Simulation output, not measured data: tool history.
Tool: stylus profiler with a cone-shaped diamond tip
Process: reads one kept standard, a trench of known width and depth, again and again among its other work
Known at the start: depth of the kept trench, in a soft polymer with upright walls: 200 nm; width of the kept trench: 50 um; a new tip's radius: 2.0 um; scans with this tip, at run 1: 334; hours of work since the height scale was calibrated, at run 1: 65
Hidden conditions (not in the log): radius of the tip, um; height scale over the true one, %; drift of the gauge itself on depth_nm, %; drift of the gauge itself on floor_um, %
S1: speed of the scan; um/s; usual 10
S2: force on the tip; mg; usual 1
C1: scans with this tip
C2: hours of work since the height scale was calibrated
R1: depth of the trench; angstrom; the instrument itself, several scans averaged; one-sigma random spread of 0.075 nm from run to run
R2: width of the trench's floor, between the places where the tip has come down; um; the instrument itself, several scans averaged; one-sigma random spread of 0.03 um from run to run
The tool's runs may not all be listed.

{"run": 1, "hour": 0.0, "S1": 10, "S2": 1, "C1": 334, "C2": 65, "R1": 2013.2, "R2": 48.24}
{"run": 2, "hour": 18.1, "S1": 10, "S2": 0.35, "C1": 371, "C2": 73, "R1": 2007, "R2": 48.13}
{"run": 3, "hour": 27.5, "S1": 15, "S2": 1, "C1": 391, "C2": 76, "R1": 2014, "R2": 48.14}
{"run": 4, "hour": 42.8, "S1": 15, "S2": 1, "C1": 422, "C2": 83, "R1": 2014.5, "R2": 48.13}
{"run": 5, "hour": 56.9, "S1": 15, "S2": 1, "C1": 451, "C2": 88, "R1": 2014, "R2": 48.16}
{"run": 6, "hour": 74.8, "S1": 3, "S2": 1, "C1": 489, "C2": 96, "R1": 2014.9, "R2": 48.19}
{"run": 7, "hour": 88.8, "S1": 10, "S2": 1, "C1": 518, "C2": 101, "R1": 2014.9, "R2": 48.18}
{"run": 8, "hour": 103.3, "S1": 10, "S2": 2.9, "C1": 548, "C2": 107, "R1": 2028.9, "R2": 48.26}
{"run": 9, "hour": 121.4, "S1": 15, "S2": 1, "C1": 585, "C2": 114, "R1": 2013.3, "R2": 48.13}
{"run": 10, "hour": 140.0, "S1": 10, "S2": 1, "C1": 624, "C2": 122, "R1": 2014.1, "R2": 48.23}
{"run": 11, "hour": 159.4, "S1": 10, "S2": 2.7, "C1": 664, "C2": 130, "R1": 2028.3, "R2": 48.23}
{"run": 12, "hour": 177.7, "S1": 2, "S2": 2.7, "C1": 702, "C2": 137, "R1": 2027, "R2": 48.21}
{"run": 13, "hour": 194.4, "S1": 10, "S2": 1, "C1": 736, "C2": 144, "R1": 2013.3, "R2": 48.21}
{"run": 14, "hour": 214.5, "S1": 10, "S2": 1.21, "C1": 778, "C2": 152, "R1": 2017.1, "R2": 48.22}
{"run": 15, "hour": 230.1, "S1": 23, "S2": 0.79, "C1": 810, "C2": 158, "R1": 2010.9, "R2": 48.12}
{"run": 16, "hour": 244.5, "S1": 11, "S2": 0.88, "C1": 840, "C2": 164, "R1": 2012.9, "R2": 48.17}
{"run": 17, "hour": 258.0, "S1": 17, "S2": 1.27, "C1": 868, "C2": 170, "R1": 2014.9, "R2": 48.17}
{"run": 18, "hour": 272.4, "S1": 4, "S2": 0.39, "C1": 898, "C2": 176, "R1": 2007.5, "R2": 48.24}
{"run": 19, "hour": 285.8, "S1": 4, "S2": 0.39, "C1": 926, "C2": 181, "R1": 2007.8, "R2": 48.21}
{"run": 20, "hour": 296.8, "S1": 7, "S2": 0.53, "C1": 949, "C2": 186, "R1": 2008.5, "R2": 48.19}
{"run": 21, "hour": 316.8, "S1": 7, "S2": 0.53, "C1": 990, "C2": 194, "R1": 2009.4, "R2": 48.21}
{"run": 22, "hour": 332.2, "S1": 7, "S2": 0.53, "C1": 1022, "C2": 200, "R1": 2009.2, "R2": 48.17}
{"run": 23, "hour": 345.9, "S1": 7, "S2": 0.53, "C1": 1051, "C2": 205, "R1": 2009.3, "R2": 48.19}
{"run": 24, "hour": 363.5, "S1": 32, "S2": 0.5, "C1": 1087, "C2": 213, "R1": 2009.8, "R2": 47.88}
{"run": 25, "hour": 376.0, "S1": 8, "S2": 1, "C1": 1113, "C2": 218, "R1": 2014.1, "R2": 48.2}

Below are 5 alternative next runs, each starting from the tool's condition after run 25. Predict each:
{"run": "A", "hour": 394.6, "S1": 8, "S2": 0.66, "C1": 1152, "C2": 225, "R1": "?", "R2": "?"}
{"run": "B", "hour": 394.6, "S1": 4, "S2": 0.53, "C1": 1152, "C2": 225, "R1": "?", "R2": "?"}
{"run": "C", "hour": 394.6, "S1": 19, "S2": 1, "C1": 1152, "C2": 225, "R1": "?", "R2": "?"}
{"run": "D", "hour": 394.6, "S1": 37, "S2": 1, "C1": 1152, "C2": 225, "R1": "?", "R2": "?"}
{"run": "E", "hour": 394.6, "S1": 23, "S2": 1, "C1": 1152, "C2": 225, "R1": "?", "R2": "?"}

run=A R1=2011.8 R2=48.16
run=B R1=2008.8 R2=48.28
run=C R1=2014.1 R2=48.11
run=D R1=2014.8 R2=47.96
run=E R1=2014.5 R2=48.11
Had the tool no hidden state, the same runs would have come out as:
run=A R1=2011.7 R2=48.16
run=B R1=2008.8 R2=48.28
run=C R1=2014.1 R2=48.11
run=D R1=2014.8 R2=47.97
run=E R1=2014.5 R2=48.11
